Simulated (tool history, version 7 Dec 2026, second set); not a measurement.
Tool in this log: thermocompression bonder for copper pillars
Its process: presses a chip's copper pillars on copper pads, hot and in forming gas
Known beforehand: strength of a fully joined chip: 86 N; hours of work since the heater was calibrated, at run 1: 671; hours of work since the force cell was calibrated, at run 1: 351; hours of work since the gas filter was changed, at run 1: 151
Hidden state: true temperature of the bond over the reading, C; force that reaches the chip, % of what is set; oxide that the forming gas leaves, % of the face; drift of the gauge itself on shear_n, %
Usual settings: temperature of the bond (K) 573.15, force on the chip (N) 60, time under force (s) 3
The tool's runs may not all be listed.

run	hour	temperature of the bond (K)	force on the chip (N)	time under force (s)	hours of work since the heater was calibrated	hours of work since the force cell was calibrated	hours of work since the gas filter was changed	force that shears a chip off (N)
1	0.0	573.15	60	3	671	351	151	61.1
# hour 19.9: forming gas filter changed
2	95.4	602.15	60	3	746	426	59	75.2
3	168.1	602.15	60	3	803	483	117	75.2
4	214.8	602.15	60	3	840	520	153	75.6
# hour 227.8: forming gas filter changed
5	297.8	573.15	60	3	905	585	55	61.9
6	360.0	573.15	60	3	954	633	104	62.2
# hour 433.3: forming gas filter changed
7	451.9	573.15	60	3	1026	705	15	62.2
8	535.5	573.15	60	2	1091	771	80	54.9
9	575.2	601.15	65	5	1123	802	112	80.1
# hour 584.4: force cell calibrated
# hour 639.9: forming gas filter changed
10	649.7	601.15	65	5	1180	51	8	79.8
11	714.0	578.15	42	5	1230	102	58	64.9
12	801.7	565.15	60	3	1299	171	127	57.1
# hour 827.8: heater calibrated with a thermocouple chip
# hour 847.5: forming gas filter changed
13	871.6	565.15	89	3	34	224	19	64.3
14	940.3	567.15	71	3	88	278	73	61.9

Each row is a separate what-if for the run after 14, all from the same tool condition, not one after another. Results?
A	993.1	601.15	45	9	130	319	115	?
B	993.1	575.15	67	4	130	319	115	?
C	993.1	567.15	49	3	130	319	115	?

run	force that shears a chip off (N)
A	82.3
B	69.1
C	53.8
What these runs would have given with no unlogged condition in the tool:
run	force that shears a chip off (N)
A	82.5
B	69.3
C	53.9
